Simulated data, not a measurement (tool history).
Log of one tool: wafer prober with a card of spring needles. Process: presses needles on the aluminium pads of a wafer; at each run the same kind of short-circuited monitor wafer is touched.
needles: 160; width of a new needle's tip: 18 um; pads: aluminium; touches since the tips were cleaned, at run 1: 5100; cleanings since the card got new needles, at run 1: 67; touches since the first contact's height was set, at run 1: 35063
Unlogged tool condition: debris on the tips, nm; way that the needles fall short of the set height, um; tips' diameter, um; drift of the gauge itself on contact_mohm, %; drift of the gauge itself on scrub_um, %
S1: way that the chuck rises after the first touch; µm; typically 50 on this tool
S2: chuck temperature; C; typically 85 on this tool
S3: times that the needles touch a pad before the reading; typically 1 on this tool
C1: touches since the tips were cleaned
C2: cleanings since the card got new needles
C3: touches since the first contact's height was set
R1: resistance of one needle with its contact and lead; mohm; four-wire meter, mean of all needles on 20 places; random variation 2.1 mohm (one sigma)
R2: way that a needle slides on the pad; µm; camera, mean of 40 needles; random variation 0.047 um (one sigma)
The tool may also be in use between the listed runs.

{"run": 1, "hour": 0.0, "S1": 50, "S2": 85, "S3": 1, "C1": 5100, "C2": 67, "C3": 35063, "R1": 238, "R2": 12.26}
{"hour": 3.3, "done": "tips cleaned on abrasive film"}
{"hour": 17.9, "done": "tips cleaned on abrasive film"}
{"hour": 33.0, "done": "tips cleaned on abrasive film"}
{"run": 2, "hour": 38.3, "S1": 50, "S2": 85, "S3": 1, "C1": 2155, "C2": 70, "C3": 50746, "R1": 237, "R2": 12.24}
{"hour": 47.8, "done": "tips cleaned on abrasive film"}
{"hour": 60.5, "done": "tips cleaned on abrasive film"}
{"hour": 76.0, "done": "tips cleaned on abrasive film"}
{"run": 3, "hour": 76.1, "S1": 50, "S2": 85, "S3": 1, "C1": 65, "C2": 73, "C3": 66260, "R1": 231, "R2": 12.25}
{"hour": 91.5, "done": "tips cleaned on abrasive film"}
{"hour": 106.9, "done": "tips cleaned on abrasive film"}
{"hour": 121.7, "done": "tips cleaned on abrasive film"}
{"hour": 122.0, "done": "height of the first contact set anew"}
{"run": 4, "hour": 123.4, "S1": 50, "S2": 85, "S3": 1, "C1": 558, "C2": 76, "C3": 558, "R1": 235, "R2": 12.37}
{"hour": 135.8, "done": "tips cleaned on abrasive film"}
{"hour": 150.5, "done": "tips cleaned on abrasive film"}
{"hour": 165.1, "done": "tips cleaned on abrasive film"}
{"run": 5, "hour": 175.0, "S1": 50, "S2": 28, "S3": 1, "C1": 4101, "C2": 79, "C3": 21760, "R1": 219, "R2": 12.26}
{"hour": 178.2, "done": "tips cleaned on abrasive film"}
{"hour": 194.0, "done": "tips cleaned on abrasive film"}
{"run": 6, "hour": 201.5, "S1": 50, "S2": 60, "S3": 1, "C1": 3119, "C2": 81, "C3": 32646, "R1": 229, "R2": 12.28}
{"hour": 208.0, "done": "tips cleaned on abrasive film"}
{"hour": 223.2, "done": "tips cleaned on abrasive film"}
{"run": 7, "hour": 230.6, "S1": 50, "S2": 114, "S3": 1, "C1": 3055, "C2": 83, "C3": 44559, "R1": 246, "R2": 12.2}
{"hour": 237.0, "done": "tips cleaned on abrasive film"}
{"hour": 252.9, "done": "tips cleaned on abrasive film"}
{"run": 8, "hour": 260.7, "S1": 50, "S2": 114, "S3": 1, "C1": 3230, "C2": 85, "C3": 56904, "R1": 244, "R2": 12.26}
{"hour": 267.1, "done": "tips cleaned on abrasive film"}
{"hour": 282.7, "done": "tips cleaned on abrasive film"}
{"hour": 297.6, "done": "tips cleaned on abrasive film"}
{"hour": 310.3, "done": "tips cleaned on abrasive film"}
{"run": 9, "hour": 315.2, "S1": 37, "S2": 85, "S3": 1, "C1": 2018, "C2": 89, "C3": 79245, "R1": 245, "R2": 9.14}
{"hour": 324.1, "done": "tips cleaned on abrasive film"}
{"hour": 330.7, "done": "height of the first contact set anew"}
{"hour": 337.1, "done": "tips cleaned on abrasive film"}
{"hour": 352.1, "done": "tips cleaned on abrasive film"}
{"run": 10, "hour": 357.2, "S1": 37, "S2": 85, "S3": 1, "C1": 2135, "C2": 92, "C3": 10887, "R1": 247, "R2": 9.04}
{"hour": 366.8, "done": "tips cleaned on abrasive film"}
{"hour": 381.7, "done": "tips cleaned on abrasive film"}
{"run": 11, "hour": 390.2, "S1": 37, "S2": 85, "S3": 1, "C1": 3533, "C2": 94, "C3": 24425, "R1": 248, "R2": 9.04}
{"hour": 395.4, "done": "tips cleaned on abrasive film"}
{"hour": 411.1, "done": "tips cleaned on abrasive film"}
{"hour": 426.6, "done": "tips cleaned on abrasive film"}
{"hour": 439.8, "done": "tips cleaned on abrasive film"}
{"run": 12, "hour": 439.8, "S1": 37, "S2": 70, "S3": 1, "C1": 0, "C2": 98, "C3": 44747, "R1": 241, "R2": 9.1}
{"hour": 452.5, "done": "tips cleaned on abrasive film"}
{"hour": 465.2, "done": "tips cleaned on abrasive film"}
{"hour": 480.3, "done": "tips cleaned on abrasive film"}
{"hour": 493.9, "done": "tips cleaned on abrasive film"}
{"run": 13, "hour": 493.9, "S1": 37, "S2": 70, "S3": 1, "C1": 0, "C2": 102, "C3": 66938, "R1": 241, "R2": 9.03}
{"hour": 509.8, "done": "tips cleaned on abrasive film"}
{"hour": 525.2, "done": "tips cleaned on abrasive film"}
{"run": 14, "hour": 530.2, "S1": 37, "S2": 70, "S3": 1, "C1": 2050, "C2": 104, "C3": 81845, "R1": 240, "R2": 9.01}
{"hour": 539.8, "done": "tips cleaned on abrasive film"}
{"hour": 540.1, "done": "height of the first contact set anew"}
{"hour": 555.1, "done": "tips cleaned on abrasive film"}
{"hour": 569.5, "done": "tips cleaned on abrasive film"}
{"run": 15, "hour": 573.0, "S1": 37, "S2": 70, "S3": 1, "C1": 1420, "C2": 107, "C3": 13507, "R1": 245, "R2": 9.05}
{"hour": 584.6, "done": "tips cleaned on abrasive film"}
{"hour": 599.3, "done": "tips cleaned on abrasive film"}
{"run": 16, "hour": 608.7, "S1": 50, "S2": 29, "S3": 1, "C1": 3863, "C2": 109, "C3": 28187, "R1": 223, "R2": 12.31}
{"hour": 615.1, "done": "tips cleaned on abrasive film"}
{"hour": 630.4, "done": "tips cleaned on abrasive film"}
{"run": 17, "hour": 640.5, "S1": 36, "S2": 26, "S3": 2, "C1": 4180, "C2": 111, "C3": 41250, "R1": 229, "R2": 8.78}
{"hour": 643.7, "done": "tips cleaned on abrasive film"}
{"hour": 659.3, "done": "tips cleaned on abrasive film"}
{"hour": 674.2, "done": "tips cleaned on abrasive film"}
{"hour": 689.6, "done": "tips cleaned on abrasive film"}
{"run": 18, "hour": 693.4, "S1": 37, "S2": 66, "S3": 1, "C1": 1592, "C2": 115, "C3": 62930, "R1": 243, "R2": 9.05}
{"hour": 702.5, "done": "tips cleaned on abrasive film"}
{"hour": 715.2, "done": "tips cleaned on abrasive film"}
{"hour": 728.0, "done": "tips cleaned on abrasive film"}
{"hour": 743.3, "done": "tips cleaned on abrasive film"}
{"run": 19, "hour": 744.1, "S1": 50, "S2": 106, "S3": 1, "C1": 334, "C2": 119, "C3": 83699, "R1": 244, "R2": 12.25}
{"hour": 747.2, "done": "height of the first contact set anew"}
{"hour": 756.7, "done": "tips cleaned on abrasive film"}
{"hour": 771.0, "done": "tips cleaned on abrasive film"}
{"run": 20, "hour": 774.7, "S1": 50, "S2": 106, "S3": 1, "C1": 1513, "C2": 121, "C3": 11281, "R1": 243, "R2": 12.16}
{"hour": 784.2, "done": "tips cleaned on abrasive film"}
{"hour": 798.8, "done": "tips cleaned on abrasive film"}
{"hour": 811.5, "done": "tips cleaned on abrasive film"}
{"hour": 827.4, "done": "tips cleaned on abrasive film"}
{"run": 21, "hour": 833.1, "S1": 35, "S2": 27, "S3": 1, "C1": 2362, "C2": 125, "C3": 35249, "R1": 232, "R2": 8.56}
{"hour": 842.7, "done": "tips cleaned on abrasive film"}
{"hour": 858.2, "done": "tips cleaned on abrasive film"}
{"run": 22, "hour": 866.1, "S1": 35, "S2": 42, "S3": 1, "C1": 3257, "C2": 127, "C3": 48793, "R1": 236, "R2": 8.63}
{"hour": 872.5, "done": "tips cleaned on abrasive film"}
{"hour": 885.2, "done": "tips cleaned on abrasive film"}
{"hour": 900.3, "done": "tips cleaned on abrasive film"}
{"hour": 915.2, "done": "tips cleaned on abrasive film"}
{"run": 23, "hour": 921.7, "S1": 50, "S2": 40, "S3": 1, "C1": 2713, "C2": 131, "C3": 71606, "R1": 226, "R2": 12.28}
{"hour": 927.9, "done": "tips cleaned on abrasive film"}
{"hour": 940.6, "done": "tips cleaned on abrasive film"}
{"hour": 955.5, "done": "tips cleaned on abrasive film"}
{"hour": 955.8, "done": "height of the first contact set anew"}
{"run": 24, "hour": 959.6, "S1": 45, "S2": 71, "S3": 2, "C1": 1578, "C2": 134, "C3": 1578, "R1": 240, "R2": 10.84}
{"hour": 968.7, "done": "tips cleaned on abrasive film"}
{"hour": 983.1, "done": "tips cleaned on abrasive film"}
{"hour": 998.6, "done": "tips cleaned on abrasive film"}
{"hour": 1013.8, "done": "tips cleaned on abrasive film"}
{"run": 25, "hour": 1014.0, "S1": 39, "S2": 57, "S3": 1, "C1": 74, "C2": 138, "C3": 23893, "R1": 233, "R2": 9.64}
{"hour": 1026.7, "done": "tips cleaned on abrasive film"}
{"hour": 1042.2, "done": "tips cleaned on abrasive film"}
{"hour": 1057.1, "done": "tips cleaned on abrasive film"}
{"run": 26, "hour": 1060.4, "S1": 31, "S2": 55, "S3": 2, "C1": 1350, "C2": 141, "C3": 42911, "R1": 245, "R2": 7.59}
{"hour": 1072.5, "done": "tips cleaned on abrasive film"}
{"hour": 1085.2, "done": "tips cleaned on abrasive film"}
{"hour": 1100.9, "done": "tips cleaned on abrasive film"}
{"run": 27, "hour": 1112.4, "S1": 36, "S2": 43, "S3": 2, "C1": 4772, "C2": 144, "C3": 64307, "R1": 238, "R2": 8.88}
{"hour": 1115.7, "done": "tips cleaned on abrasive film"}
{"hour": 1131.4, "done": "tips cleaned on abrasive film"}
{"hour": 1144.1, "done": "tips cleaned on abrasive film"}
{"run": 28, "hour": 1146.8, "S1": 59, "S2": 59, "S3": 2, "C1": 1133, "C2": 147, "C3": 78383, "R1": 222, "R2": 14.42}

Below are 3 alternative next runs, each starting from the tool's condition after run 28. Predict each:
{"hour": 1158.9, "done": "tips cleaned on abrasive film"}
{"hour": 1165.6, "done": "height of the first contact set anew"}
{"hour": 1174.8, "done": "tips cleaned on abrasive film"}
{"hour": 1187.5, "done": "tips cleaned on abrasive film"}
{"run": "A", "hour": 1195.9, "S1": 53, "S2": 60, "S3": 1, "C1": 3475, "C2": 150, "C3": 12455, "R1": "?", "R2": "?"}
{"hour": 1158.9, "done": "tips cleaned on abrasive film"}
{"hour": 1165.6, "done": "height of the first contact set anew"}
{"hour": 1174.8, "done": "tips cleaned on abrasive film"}
{"hour": 1187.5, "done": "tips cleaned on abrasive film"}
{"run": "B", "hour": 1195.9, "S1": 46, "S2": 85, "S3": 1, "C1": 3475, "C2": 150, "C3": 12455, "R1": "?", "R2": "?"}
{"hour": 1158.9, "done": "tips cleaned on abrasive film"}
{"hour": 1165.6, "done": "height of the first contact set anew"}
{"hour": 1174.8, "done": "tips cleaned on abrasive film"}
{"hour": 1187.5, "done": "tips cleaned on abrasive film"}
{"run": "C", "hour": 1195.9, "S1": 47, "S2": 26, "S3": 2, "C1": 3475, "C2": 150, "C3": 12455, "R1": "?", "R2": "?"}

run=A R1=226 R2=12.97
run=B R1=239 R2=11.25
run=C R1=218 R2=11.51
Without the tool's hidden state the same runs would have given:
run=A R1=225 R2=12.97
run=B R1=238 R2=11.25
run=C R1=218 R2=11.51

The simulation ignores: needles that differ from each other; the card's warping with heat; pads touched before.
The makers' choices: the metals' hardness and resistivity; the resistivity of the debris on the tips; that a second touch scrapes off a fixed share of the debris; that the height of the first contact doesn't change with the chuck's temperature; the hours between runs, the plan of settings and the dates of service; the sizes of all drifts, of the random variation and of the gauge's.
